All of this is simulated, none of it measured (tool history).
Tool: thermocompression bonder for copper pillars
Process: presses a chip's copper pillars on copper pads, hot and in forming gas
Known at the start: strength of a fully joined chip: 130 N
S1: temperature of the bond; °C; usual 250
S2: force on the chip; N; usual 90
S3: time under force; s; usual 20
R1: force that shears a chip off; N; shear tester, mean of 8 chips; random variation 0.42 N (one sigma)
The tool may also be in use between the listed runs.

run	hour	S1	S2	S3	R1
1	0.0	250	90	20	56.0
2	38.5	250	90	36	67.3
3	98.1	250	90	20	55.3
4	138.0	250	90	20	55.0
# hour 157.1: heater calibrated with a thermocouple chip
5	197.6	258	90	20	55.3
6	239.1	258	90	20	54.2
7	303.9	258	90	20	54.7
# hour 329.4: forming gas filter changed
8	336.7	250	90	32	65.8
9	382.8	250	90	24	59.9
10	425.1	250	90	24	59.9
11	478.6	250	90	24	59.5
12	518.2	250	90	17	52.0
13	559.7	249	90	20	54.9
14	623.8	249	90	20	54.7
# hour 643.7: force cell calibrated
15	681.2	249	90	20	51.8
16	744.3	250	90	20	52.6
17	787.1	250	90	20	53.1
18	817.2	273	103	20	76.5
19	851.5	256	78	20	50.1
20	909.2	257	131	11	63.4
21	975.3	257	131	11	62.4
22	1014.9	256	83	53	73.1
23	1068.7	250	74	11	34.6
24	1111.0	242	90	20	46.5
# hour 1130.8: forming gas filter changed
25	1176.3	242	90	20	52.2
26	1212.4	242	90	20	53.1
27	1255.4	258	74	11	43.4
# hour 1280.4: heater calibrated with a thermocouple chip
28	1289.1	258	74	11	39.4
29	1338.4	268	62	28	55.6
30	1386.4	239	87	24	47.4
31	1417.3	239	87	24	47.4
32	1463.9	233	90	39	53.0
33	1493.6	266	134	20	86.1
34	1538.2	229	58	20	24.8

Forecast each of these 4 alternatives for the next run:
A	1587.5	227	116	13	?
B	1587.5	240	58	16	?
C	1587.5	253	58	26	?
D	1587.5	253	115	47	?

run	R1
A	39.5
B	27.0
C	40.6
D	86.1
Without the tool's hidden state the same runs would have given:
run	R1
A	38.4
B	26.1
C	39.7
D	87.0
